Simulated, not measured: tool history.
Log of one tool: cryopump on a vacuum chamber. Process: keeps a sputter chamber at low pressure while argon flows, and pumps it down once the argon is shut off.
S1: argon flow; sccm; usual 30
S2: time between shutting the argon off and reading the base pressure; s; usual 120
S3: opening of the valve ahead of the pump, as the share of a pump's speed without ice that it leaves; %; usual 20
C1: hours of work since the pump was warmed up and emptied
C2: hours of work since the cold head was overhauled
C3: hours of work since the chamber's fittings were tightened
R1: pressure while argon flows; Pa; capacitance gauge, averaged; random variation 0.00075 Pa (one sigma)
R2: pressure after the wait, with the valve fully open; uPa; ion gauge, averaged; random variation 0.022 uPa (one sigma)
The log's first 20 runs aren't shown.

run,day,S1,S2,S3,C1,C2,C3,R1,R2
21,9.167,12,38,23,406,406,1202,0.0525,3.93
22,9.512,12,38,23,413,413,1209,0.054,3.91
# day 9.758: pump warmed up, emptied and cooled again
23,10.2,53,21,23,9,423,1219,0.2175,4.5
24,10.867,33,82,23,23,437,1232,0.1353,2.68
25,11.454,33,82,23,35,449,1245,0.1352,2.66
26,11.904,33,82,23,44,458,1254,0.1336,2.67
27,12.433,33,82,23,55,469,1265,0.1345,2.78
28,13.008,33,82,23,67,481,1277,0.1359,2.82
29,13.596,33,82,23,79,493,1289,0.1361,2.82
30,13.983,54,57,17,87,501,1297,0.3007,3.05
31,14.392,19,57,22,96,510,1305,0.082,3.1
32,15.012,19,57,22,108,523,1318,0.0812,3.09
33,15.662,19,57,22,122,536,1331,0.0819,3.16

5 ways to go on from here, each from the tool as it stands after run 33. What would each give?
A,16.362,30,47,20,136,550,1346,?,?
B,16.362,18,98,53,136,550,1346,?,?
C,16.362,30,48,34,136,550,1346,?,?
D,16.362,19,57,40,136,550,1346,?,?
E,16.362,17,134,29,136,550,1346,?,?

run,R1,R2
A,0.1426,3.37
B,0.0343,2.89
C,0.0844,3.52
D,0.0461,3.24
E,0.0566,2.84
Without the tool's hidden state the same runs would have given:
run,R1,R2
A,0.1393,1.15
B,0.0323,0.66
C,0.0811,1.23
D,0.044,1.03
E,0.0547,0.54
